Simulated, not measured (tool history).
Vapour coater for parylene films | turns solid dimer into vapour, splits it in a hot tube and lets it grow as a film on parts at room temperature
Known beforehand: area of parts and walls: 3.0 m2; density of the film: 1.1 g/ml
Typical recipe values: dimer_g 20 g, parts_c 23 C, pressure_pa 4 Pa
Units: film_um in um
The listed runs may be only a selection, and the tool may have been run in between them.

run	hour	dimer_g	parts_c	pressure_pa	film_um
1	0	20	23	4	3.79
2	48	20	23	4	3.77
3	101.2	20	23	4	3.72
4	175	20	30	4	3.15
5	237.6	20	23	4	3.77
6	302.4	20	23	3.44	3.89
7	375.6	23	23	4	4.41
8	422.9	23	23	4	4.4
9	484.3	23	23	4	4.41
10	556.4	23	23	4	4.3
11	626.3	20	32	4	2.96
12	703.9	20	32	4	2.92
# hour 742.2: trap's valve overhauled
13	762.6	20	23	8.63	3.37
14	813.6	20	23	4	3.79
15	883.7	20	23	4	3.77
16	933.1	20	23	4.56	3.71
17	970.3	20	23	4.56	3.69
18	1018.6	20	30	4	3.14
19	1092.4	20	30	4	3.1
# hour 1142.7: table's thermometer calibrated
20	1143.4	28	23	4	5.28
21	1201.4	28	31	4	4.19
22	1241.2	28	31	4	4.31
23	1308.3	28	31	4	4.25
24	1364.3	28	31	4	4.24
25	1441.6	19	35	2.4	2.86
26	1499	24	22	2.02	5.32
27	1546.4	16	21	2.25	3.56
28	1580.5	11	21	5.46	2.08
29	1657	20	25	2.48	3.87
30	1716.7	16	24	3.31	2.98
31	1771.2	16	15	2.11	4.19
# hour 1788.2: trap's valve overhauled
32	1837.9	16	15	2.11	4.24
33	1909.8	27	18	9.15	5.18
34	1966.6	11	18	9.15	2.07
35	2010.5	11	18	9.15	2.08
36	2044.1	21	18	4	4.57

What does the tool deliver on the next run?
37	2089.6	21	22	5.87	?

Run 37 produced film_um 3.82 um.
Without the tool's hidden state the same run would have given film_um 3.83 um.
